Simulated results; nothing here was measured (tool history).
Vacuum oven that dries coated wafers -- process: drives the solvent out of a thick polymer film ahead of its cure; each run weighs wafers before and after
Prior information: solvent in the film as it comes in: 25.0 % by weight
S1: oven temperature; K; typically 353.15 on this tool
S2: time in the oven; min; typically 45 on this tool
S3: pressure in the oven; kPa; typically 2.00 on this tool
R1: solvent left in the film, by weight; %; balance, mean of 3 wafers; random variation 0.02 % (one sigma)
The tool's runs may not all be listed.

{"run": 1, "hour": 0.0, "S1": 353.15, "S2": 45, "S3": 2.0, "R1": 2.59}
{"run": 2, "hour": 29.6, "S1": 353.15, "S2": 45, "S3": 2.0, "R1": 2.58}
{"run": 3, "hour": 52.8, "S1": 353.15, "S2": 45, "S3": 1.0, "R1": 2.35}
{"run": 4, "hour": 80.3, "S1": 353.15, "S2": 45, "S3": 1.0, "R1": 2.39}
{"run": 5, "hour": 97.8, "S1": 353.15, "S2": 45, "S3": 1.0, "R1": 2.35}
{"run": 6, "hour": 111.7, "S1": 340.15, "S2": 45, "S3": 2.0, "R1": 6.14}
{"run": 7, "hour": 134.8, "S1": 364.15, "S2": 45, "S3": 2.0, "R1": 0.95}
{"run": 8, "hour": 152.4, "S1": 353.15, "S2": 45, "S3": 2.15, "R1": 2.6}
{"run": 9, "hour": 181.1, "S1": 353.15, "S2": 45, "S3": 2.15, "R1": 2.59}
{"run": 10, "hour": 204.0, "S1": 353.15, "S2": 70, "S3": 2.0, "R1": 1.09}
{"run": 11, "hour": 225.2, "S1": 353.15, "S2": 45, "S3": 1.27, "R1": 2.41}
{"run": 12, "hour": 247.5, "S1": 353.15, "S2": 45, "S3": 1.27, "R1": 2.44}
{"run": 13, "hour": 280.8, "S1": 353.15, "S2": 45, "S3": 1.27, "R1": 2.43}
{"run": 14, "hour": 310.5, "S1": 359.15, "S2": 45, "S3": 2.0, "R1": 1.53}
{"run": 15, "hour": 328.6, "S1": 361.15, "S2": 45, "S3": 2.0, "R1": 1.26}
{"run": 16, "hour": 352.1, "S1": 361.15, "S2": 45, "S3": 2.0, "R1": 1.27}
{"run": 17, "hour": 370.2, "S1": 361.15, "S2": 45, "S3": 2.0, "R1": 1.28}
{"run": 18, "hour": 402.1, "S1": 353.15, "S2": 45, "S3": 1.74, "R1": 2.51}
{"run": 19, "hour": 430.7, "S1": 353.15, "S2": 45, "S3": 2.0, "R1": 2.59}
{"run": 20, "hour": 452.5, "S1": 353.15, "S2": 45, "S3": 2.0, "R1": 2.61}
{"run": 21, "hour": 468.2, "S1": 340.15, "S2": 72, "S3": 4.59, "R1": 4.26}
{"run": 22, "hour": 496.6, "S1": 340.15, "S2": 72, "S3": 4.59, "R1": 4.27}
{"run": 23, "hour": 513.8, "S1": 340.15, "S2": 72, "S3": 4.59, "R1": 4.27}
{"run": 24, "hour": 531.5, "S1": 340.15, "S2": 72, "S3": 4.59, "R1": 4.24}
{"run": 25, "hour": 547.7, "S1": 340.15, "S2": 72, "S3": 4.59, "R1": 4.27}
{"run": 26, "hour": 577.7, "S1": 366.15, "S2": 72, "S3": 4.59, "R1": 0.71}
{"run": 27, "hour": 600.9, "S1": 353.15, "S2": 45, "S3": 1.04, "R1": 2.35}
{"run": 28, "hour": 627.0, "S1": 353.15, "S2": 45, "S3": 1.04, "R1": 2.35}
{"run": 29, "hour": 651.9, "S1": 356.15, "S2": 46, "S3": 2.0, "R1": 1.94}
{"run": 30, "hour": 679.1, "S1": 353.15, "S2": 45, "S3": 4.46, "R1": 3.16}
{"run": 31, "hour": 703.6, "S1": 353.15, "S2": 45, "S3": 4.46, "R1": 3.15}
{"run": 32, "hour": 722.7, "S1": 365.15, "S2": 45, "S3": 1.51, "R1": 0.78}
{"run": 33, "hour": 740.7, "S1": 353.15, "S2": 26, "S3": 2.0, "R1": 5.91}
{"run": 34, "hour": 765.4, "S1": 360.15, "S2": 76, "S3": 4.5, "R1": 0.95}
{"run": 35, "hour": 787.6, "S1": 355.15, "S2": 40, "S3": 4.5, "R1": 3.23}
{"run": 36, "hour": 815.2, "S1": 355.15, "S2": 27, "S3": 4.5, "R1": 5.53}
{"run": 37, "hour": 832.8, "S1": 355.15, "S2": 27, "S3": 4.5, "R1": 5.53}
{"run": 38, "hour": 865.2, "S1": 364.15, "S2": 49, "S3": 2.69, "R1": 0.9}
{"run": 39, "hour": 891.8, "S1": 345.15, "S2": 58, "S3": 1.14, "R1": 2.88}

Between the runs listed above, the log contained 1 entry, not reproduced here. Where in the sequence does each belong, and how does what the log doesn't record of the tool's condition differ from the listed run before to the listed run after?
Logged between run 4 and run 5: vacuum gauge cleaned of residue and calibrated (hour 94.6)
  true pressure over the reading, kPa: 0.011 -> 0

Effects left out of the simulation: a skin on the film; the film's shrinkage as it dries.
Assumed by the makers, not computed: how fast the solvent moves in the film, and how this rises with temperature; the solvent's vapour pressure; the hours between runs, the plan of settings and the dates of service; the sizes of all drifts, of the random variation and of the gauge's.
